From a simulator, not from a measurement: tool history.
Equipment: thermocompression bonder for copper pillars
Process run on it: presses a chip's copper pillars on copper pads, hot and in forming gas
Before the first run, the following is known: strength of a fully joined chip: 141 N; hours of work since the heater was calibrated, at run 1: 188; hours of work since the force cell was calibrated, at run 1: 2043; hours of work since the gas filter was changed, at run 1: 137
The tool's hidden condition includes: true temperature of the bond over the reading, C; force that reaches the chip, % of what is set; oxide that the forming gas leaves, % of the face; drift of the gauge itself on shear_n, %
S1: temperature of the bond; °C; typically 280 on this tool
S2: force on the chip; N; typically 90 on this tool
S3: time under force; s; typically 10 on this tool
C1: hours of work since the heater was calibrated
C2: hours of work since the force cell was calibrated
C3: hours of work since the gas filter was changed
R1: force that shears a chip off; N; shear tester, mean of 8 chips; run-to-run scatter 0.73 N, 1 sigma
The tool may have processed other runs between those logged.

{"run": 1, "hour": 0.0, "S1": 280, "S2": 90, "S3": 10, "C1": 188, "C2": 2043, "C3": 137, "R1": 49}
{"run": 2, "hour": 79.1, "S1": 280, "S2": 90, "S3": 10, "C1": 240, "C2": 2095, "C3": 189, "R1": 47.1}
{"hour": 136.8, "done": "force cell calibrated"}
{"run": 3, "hour": 138.3, "S1": 281, "S2": 90, "S3": 10, "C1": 278, "C2": 1, "C3": 227, "R1": 47.2}
{"run": 4, "hour": 183.1, "S1": 281, "S2": 90, "S3": 10, "C1": 308, "C2": 30, "C3": 257, "R1": 45.7}
{"hour": 252.9, "done": "forming gas filter changed"}
{"run": 5, "hour": 277.4, "S1": 280, "S2": 90, "S3": 12, "C1": 370, "C2": 92, "C3": 16, "R1": 50.5}
{"hour": 312.6, "done": "force cell calibrated, once more"}
{"run": 6, "hour": 342.3, "S1": 280, "S2": 93, "S3": 10, "C1": 411, "C2": 20, "C3": 58, "R1": 52.6}
{"run": 7, "hour": 397.1, "S1": 280, "S2": 130, "S3": 10, "C1": 447, "C2": 56, "C3": 94, "R1": 65.4}
{"run": 8, "hour": 464.9, "S1": 280, "S2": 125, "S3": 10, "C1": 492, "C2": 100, "C3": 139, "R1": 64.3}
{"run": 9, "hour": 510.9, "S1": 296, "S2": 90, "S3": 10, "C1": 522, "C2": 131, "C3": 169, "R1": 58.5}
{"run": 10, "hour": 575.0, "S1": 280, "S2": 65, "S3": 11, "C1": 565, "C2": 173, "C3": 211, "R1": 41.2}
{"run": 11, "hour": 666.8, "S1": 265, "S2": 73, "S3": 15, "C1": 625, "C2": 233, "C3": 272, "R1": 42.1}
{"hour": 712.9, "done": "forming gas filter changed"}
{"run": 12, "hour": 756.6, "S1": 289, "S2": 73, "S3": 15, "C1": 684, "C2": 292, "C3": 29, "R1": 56.2}
{"run": 13, "hour": 851.6, "S1": 289, "S2": 93, "S3": 18, "C1": 747, "C2": 355, "C3": 91, "R1": 67.1}
{"run": 14, "hour": 892.0, "S1": 289, "S2": 101, "S3": 18, "C1": 773, "C2": 381, "C3": 118, "R1": 71.4}
{"run": 15, "hour": 940.0, "S1": 280, "S2": 90, "S3": 21, "C1": 805, "C2": 413, "C3": 150, "R1": 64}
{"run": 16, "hour": 991.7, "S1": 305, "S2": 103, "S3": 28, "C1": 839, "C2": 447, "C3": 184, "R1": 93.4}
{"run": 17, "hour": 1075.3, "S1": 264, "S2": 108, "S3": 25, "C1": 894, "C2": 502, "C3": 239, "R1": 64.7}
{"run": 18, "hour": 1150.7, "S1": 264, "S2": 108, "S3": 25, "C1": 944, "C2": 552, "C3": 288, "R1": 63.5}

Branching from run 18: 3 alternative next runs. What would each branch give?
{"hour": 1168.1, "done": "forming gas filter changed"}
{"run": "A", "hour": 1200.6, "S1": 264, "S2": 61, "S3": 16, "C1": 976, "C2": 584, "C3": 21, "R1": "?"}
{"hour": 1168.1, "done": "forming gas filter changed"}
{"run": "B", "hour": 1200.6, "S1": 252, "S2": 108, "S3": 13, "C1": 976, "C2": 584, "C3": 21, "R1": "?"}
{"hour": 1168.1, "done": "forming gas filter changed"}
{"run": "C", "hour": 1200.6, "S1": 307, "S2": 90, "S3": 10, "C1": 976, "C2": 584, "C3": 21, "R1": "?"}

run=A R1=37.5
run=B R1=43.4
run=C R1=63.1
The same runs, with their run-to-run variation unchanged, on a tool lacking any hidden condition would have given:
run=A R1=42.3
run=B R1=49
run=C R1=69.1
